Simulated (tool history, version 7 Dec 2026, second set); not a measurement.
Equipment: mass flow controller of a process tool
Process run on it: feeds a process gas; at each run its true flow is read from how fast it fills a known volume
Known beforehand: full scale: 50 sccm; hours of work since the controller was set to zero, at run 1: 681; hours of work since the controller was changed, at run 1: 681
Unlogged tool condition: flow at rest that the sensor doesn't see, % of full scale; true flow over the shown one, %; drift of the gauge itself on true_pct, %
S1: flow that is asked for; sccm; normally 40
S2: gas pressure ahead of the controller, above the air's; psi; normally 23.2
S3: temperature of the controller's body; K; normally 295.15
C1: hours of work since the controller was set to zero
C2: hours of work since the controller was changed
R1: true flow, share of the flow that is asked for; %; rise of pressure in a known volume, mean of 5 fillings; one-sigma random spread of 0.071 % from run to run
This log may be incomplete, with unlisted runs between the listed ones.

| run | hour | S1 | S2 | S3 | C1 | C2 | R1 |
|---|---|---|---|---|---|---|---|
| 1 | 0 | 40 | 23.2 | 295.15 | 681 | 681 | 99.75 |
| 2 | 78.3 | 40 | 23.2 | 295.15 | 708 | 708 | 99.78 |
| 3 | 187 | 40 | 23.2 | 295.15 | 745 | 745 | 99.65 |
| 4 | 243.9 | 40 | 23.2 | 307.15 | 765 | 765 | 101.21 |
| 5 | 303 | 40 | 23.2 | 307.15 | 785 | 785 | 101.16 |
| 6 | 405.7 | 40 | 23.2 | 295.15 | 820 | 820 | 99.81 |
| 7 | 478.1 | 40 | 33.4 | 295.15 | 845 | 845 | 99.32 |
| 8 | 566 | 40 | 33.4 | 295.15 | 875 | 875 | 99.39 |
| 9 | 660.5 | 40 | 22.3 | 295.15 | 908 | 908 | 99.76 |
| 10 | 762.4 | 40 | 22.3 | 295.15 | 942 | 942 | 99.71 |
| 11 | 884.8 | 40 | 22.3 | 295.15 | 984 | 984 | 99.66 |
| 12 | 986.5 | 40 | 22.3 | 295.15 | 1019 | 1019 | 99.82 |
| 13 | 1100 | 25 | 27 | 296.15 | 1058 | 1058 | 99.73 |
| 14 | 1197.2 | 25 | 27 | 296.15 | 1091 | 1091 | 99.56 |

What does the tool deliver on the next run?
| 15 | 1257 | 14 | 37.6 | 297.15 | 1112 | 1112 | ? |

{"run 15": {"R1": 99.41}}
Without the tool's hidden state the same run would have given R1 99.41 %.

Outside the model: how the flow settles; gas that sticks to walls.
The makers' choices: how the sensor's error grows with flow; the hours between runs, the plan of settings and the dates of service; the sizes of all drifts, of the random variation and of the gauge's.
